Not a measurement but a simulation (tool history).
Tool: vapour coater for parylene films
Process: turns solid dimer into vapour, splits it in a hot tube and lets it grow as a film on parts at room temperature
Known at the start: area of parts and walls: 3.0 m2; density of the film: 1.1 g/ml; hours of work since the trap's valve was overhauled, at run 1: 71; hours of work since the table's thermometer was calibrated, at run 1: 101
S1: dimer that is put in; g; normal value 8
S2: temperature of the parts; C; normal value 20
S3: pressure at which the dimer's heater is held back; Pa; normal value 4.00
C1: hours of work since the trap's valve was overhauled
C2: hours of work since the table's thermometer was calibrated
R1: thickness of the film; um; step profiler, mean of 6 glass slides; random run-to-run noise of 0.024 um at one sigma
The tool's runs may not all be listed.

run    day  S1  S2    S3   C1   C2    R1
  1  0.000   8  20  4.00   71  101  1.62
  2  0.321   8  20  4.00   76  106  1.64
  3  0.771   8  20  4.00   83  113  1.61
  4  1.046   8  20  4.00   87  118  1.62
  5  1.583   8  20  4.00   96  126  1.67
  6  2.021   8  20  4.00  103  133  1.61
  7  2.492   4  20  4.00  111  141  0.78
  8  3.050   4  20  7.78  119  150  0.77
  9  3.642   4  20  7.78  129  159  0.75
 10  3.975   3  20  5.20  134  165  0.56
 11  4.521   3  20  5.20  143  174  0.63
 12  5.112   3  20  5.20  152  183  0.59
 13  5.546   6  19  5.20  159  190  1.22
 14  5.938   6  19  5.20  166  196  1.17
 15  6.542   6  19  5.20  175  206  1.18
 16  6.871   7  24  2.22  181  211  1.27
 17  7.471   7  24  2.22  190  221  1.26
 18  7.754   7  24  2.22  195  225  1.22

3 options for the next run, each taken on its own from the tool as it stands now. Forecast them:
  A  8.362   8  20  5.28  205  235   ?
  B  8.362   7  29  2.22  205  235   ?
  C  8.362   8  12  4.87  205  235   ?

run    R1
  A  1.53
  B  1.04
  C  2.06
Stripped of hidden state, with their random variation kept, the same runs would have yielded:
run    R1
  A  1.64
  B  1.12
  C  2.20

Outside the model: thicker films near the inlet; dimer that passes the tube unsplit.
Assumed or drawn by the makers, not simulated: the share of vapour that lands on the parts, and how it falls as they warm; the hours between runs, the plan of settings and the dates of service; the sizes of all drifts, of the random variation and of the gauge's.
